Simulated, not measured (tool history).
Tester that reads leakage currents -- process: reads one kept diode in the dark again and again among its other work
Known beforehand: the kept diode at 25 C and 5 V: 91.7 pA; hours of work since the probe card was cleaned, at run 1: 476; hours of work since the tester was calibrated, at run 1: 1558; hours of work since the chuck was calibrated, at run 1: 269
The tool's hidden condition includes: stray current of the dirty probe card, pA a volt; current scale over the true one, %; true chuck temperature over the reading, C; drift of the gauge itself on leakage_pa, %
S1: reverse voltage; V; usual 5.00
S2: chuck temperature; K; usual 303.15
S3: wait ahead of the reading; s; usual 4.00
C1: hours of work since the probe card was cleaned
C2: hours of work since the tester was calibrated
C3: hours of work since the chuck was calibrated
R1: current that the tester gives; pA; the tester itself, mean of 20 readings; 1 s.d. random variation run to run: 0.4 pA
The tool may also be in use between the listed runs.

run	day	S1	S2	S3	C1	C2	C3	R1
1	0.000	5.00	303.15	4.00	476	1558	269	127.47
2	1.900	5.00	303.15	4.00	504	1586	297	126.49
3	3.583	5.00	303.15	4.00	529	1610	321	127.23
4	6.058	5.00	303.15	4.00	565	1647	357	125.91
5	9.367	5.00	303.15	4.00	613	1695	406	125.10
6	12.462	5.00	303.15	4.00	658	1740	451	123.64
7	14.325	3.64	303.15	4.00	686	1767	478	106.35
8	17.138	3.64	303.15	4.00	727	1809	519	105.84
# day 17.567: probe card cleaned and baked
# day 19.896: chuck's temperature calibrated
9	20.267	3.64	303.15	4.00	38	1851	5	123.28
10	22.988	3.64	303.15	4.00	78	1891	45	121.60
11	25.033	10.79	303.15	4.00	108	1921	75	203.40
12	26.708	10.79	303.15	4.00	132	1945	100	203.12
13	28.442	2.15	333.15	4.00	158	1971	125	670.09
14	30.571	2.15	333.15	4.00	189	2002	156	669.25
15	32.208	5.00	296.15	3.94	213	2026	180	86.68
16	35.492	5.00	296.15	3.94	261	2074	228	86.27
# day 36.879: probe card cleaned and baked, once more
17	38.146	5.00	296.15	3.94	19	2111	265	74.38
18	40.850	5.00	296.15	3.94	58	2150	304	74.12
19	43.271	5.00	296.15	3.94	93	2186	340	73.76

Alternative continuations, all from the tool just after run 19; predict every row:
A	45.817	5.00	300.15	1.08	131	2223	377	?
B	45.817	3.02	295.15	0.82	131	2223	377	?
C	45.817	5.29	321.15	0.72	131	2223	377	?
D	45.817	1.02	326.15	3.94	131	2223	377	?
E	45.817	10.50	300.15	2.62	131	2223	377	?

run	R1
A	100.49
B	55.30
C	439.72
D	302.12
E	136.61
Had the tool no hidden state, the same runs would have come out as:
run	R1
A	109.02
B	60.09
C	475.65
D	326.70
E	147.48
